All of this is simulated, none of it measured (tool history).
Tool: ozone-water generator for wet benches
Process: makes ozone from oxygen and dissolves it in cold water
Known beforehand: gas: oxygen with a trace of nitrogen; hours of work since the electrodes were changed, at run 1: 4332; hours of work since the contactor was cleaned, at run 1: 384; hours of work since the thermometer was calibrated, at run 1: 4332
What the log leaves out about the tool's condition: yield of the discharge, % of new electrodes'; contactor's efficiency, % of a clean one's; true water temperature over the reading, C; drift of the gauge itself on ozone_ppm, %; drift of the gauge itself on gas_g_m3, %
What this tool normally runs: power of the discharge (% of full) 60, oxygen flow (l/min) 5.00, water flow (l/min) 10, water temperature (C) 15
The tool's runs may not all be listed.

| run | day | power of the discharge (% of full) | oxygen flow (l/min) | water flow (l/min) | water temperature (C) | hours of work since the electrodes were changed | hours of work since the contactor was cleaned | hours of work since the thermometer was calibrated | dissolved ozone (ppm) | ozone in the gas ahead of the water (g/m3) |
|---|---|---|---|---|---|---|---|---|---|---|
| 1 | 0.000 | 60 | 5.00 | 10 | 15 | 4332 | 384 | 4332 | 21.0 | 129.4 |
| 2 | 1.992 | 60 | 5.00 | 10 | 15 | 4378 | 430 | 4378 | 21.0 | 130.1 |
| 3 | 6.712 | 60 | 4.09 | 10 | 15 | 4488 | 540 | 4488 | 20.7 | 140.0 |
| 4 | 10.504 | 60 | 4.09 | 10 | 15 | 4576 | 629 | 4576 | 20.7 | 139.8 |
| 5 | 13.646 | 60 | 4.09 | 10 | 15 | 4649 | 702 | 4649 | 20.5 | 138.2 |
| 6 | 16.992 | 60 | 5.00 | 10 | 15 | 4727 | 780 | 4727 | 21.0 | 130.4 |
| 7 | 21.525 | 60 | 5.00 | 10 | 15 | 4833 | 885 | 4833 | 20.9 | 129.6 |
| 8 | 24.925 | 60 | 5.00 | 10 | 15 | 4912 | 965 | 4912 | 20.9 | 128.5 |
| 9 | 26.921 | 60 | 5.00 | 10 | 15 | 4959 | 1011 | 4959 | 20.6 | 128.9 |
| 10 | 29.979 | 60 | 5.00 | 10 | 15 | 5030 | 1082 | 5030 | 20.7 | 129.7 |
|  | 31.954 | water thermometer calibrated |
| 11 | 34.200 | 60 | 5.00 | 10 | 15 | 5128 | 1180 | 52 | 20.9 | 129.5 |
| 12 | 38.712 | 60 | 5.00 | 10 | 15 | 5233 | 1285 | 157 | 20.8 | 129.2 |
| 13 | 41.108 | 60 | 5.00 | 10 | 8 | 5288 | 1341 | 213 | 24.0 | 128.9 |
| 14 | 44.129 | 60 | 5.00 | 10 | 8 | 5359 | 1411 | 283 | 23.8 | 130.0 |
| 15 | 46.238 | 60 | 5.00 | 10 | 8 | 5408 | 1460 | 333 | 24.0 | 128.9 |
| 16 | 49.500 | 60 | 8.33 | 10 | 8 | 5484 | 1536 | 409 | 24.1 | 105.7 |
| 17 | 53.371 | 60 | 4.99 | 10 | 11 | 5574 | 1627 | 499 | 22.4 | 130.0 |
| 18 | 56.217 | 46 | 5.88 | 6 | 15 | 5640 | 1693 | 565 | 21.9 | 95.5 |
| 19 | 60.400 | 60 | 3.47 | 16 | 18 | 5738 | 1790 | 662 | 12.7 | 147.6 |
| 20 | 64.754 | 60 | 3.38 | 10 | 15 | 5839 | 1892 | 764 | 20.2 | 150.6 |
| 21 | 67.171 | 60 | 2.71 | 9 | 12 | 5895 | 1948 | 820 | 22.2 | 161.6 |
| 22 | 70.921 | 55 | 2.71 | 7 | 12 | 5983 | 2035 | 907 | 25.0 | 150.0 |
| 23 | 73.625 | 55 | 2.71 | 7 | 12 | 6046 | 2098 | 970 | 25.3 | 147.6 |
| 24 | 76.888 | 55 | 5.01 | 11 | 20 | 6122 | 2174 | 1046 | 16.2 | 120.5 |
| 25 | 81.025 | 63 | 7.93 | 11 | 16 | 6218 | 2271 | 1143 | 19.8 | 114.0 |
| 26 | 84.050 | 63 | 7.62 | 8 | 16 | 6289 | 2341 | 1213 | 23.9 | 114.5 |
| 27 | 87.921 | 60 | 3.73 | 8 | 12 | 6379 | 2431 | 1303 | 25.6 | 146.2 |
| 28 | 89.867 | 60 | 5.00 | 11 | 21 | 6424 | 2477 | 1349 | 17.4 | 129.6 |
| 29 | 93.121 | 60 | 5.00 | 11 | 21 | 6500 | 2552 | 1424 | 17.4 | 128.9 |
| 30 | 96.696 | 89 | 5.05 | 7 | 13 | 6583 | 2636 | 1508 | 39.2 | 184.0 |
| 31 | 99.538 | 40 | 7.26 | 13 | 8 | 6649 | 2702 | 1574 | 13.8 | 77.4 |
| 32 | 102.912 | 52 | 3.88 | 13 | 8 | 6728 | 2780 | 1653 | 15.9 | 125.7 |

What if the next run were any one of these 3? Each begins from the tool's condition after run 32:
| A | 106.829 | 60 | 6.23 | 10 | 12 | 6819 | 2872 | 1744 | ? | ? |
| B | 106.829 | 60 | 5.00 | 10 | 10 | 6819 | 2872 | 1744 | ? | ? |
| C | 106.829 | 62 | 4.59 | 7 | 15 | 6819 | 2872 | 1744 | ? | ? |

| run | dissolved ozone (ppm) | ozone in the gas ahead of the water (g/m3) |
|---|---|---|
| A | 22.3 | 118.4 |
| B | 23.2 | 128.6 |
| C | 27.3 | 138.6 |
With no hidden state in the tool, these same runs would have given:
| run | dissolved ozone (ppm) | ozone in the gas ahead of the water (g/m3) |
|---|---|---|
| A | 22.3 | 118.6 |
| B | 23.2 | 128.8 |
| C | 27.3 | 138.8 |
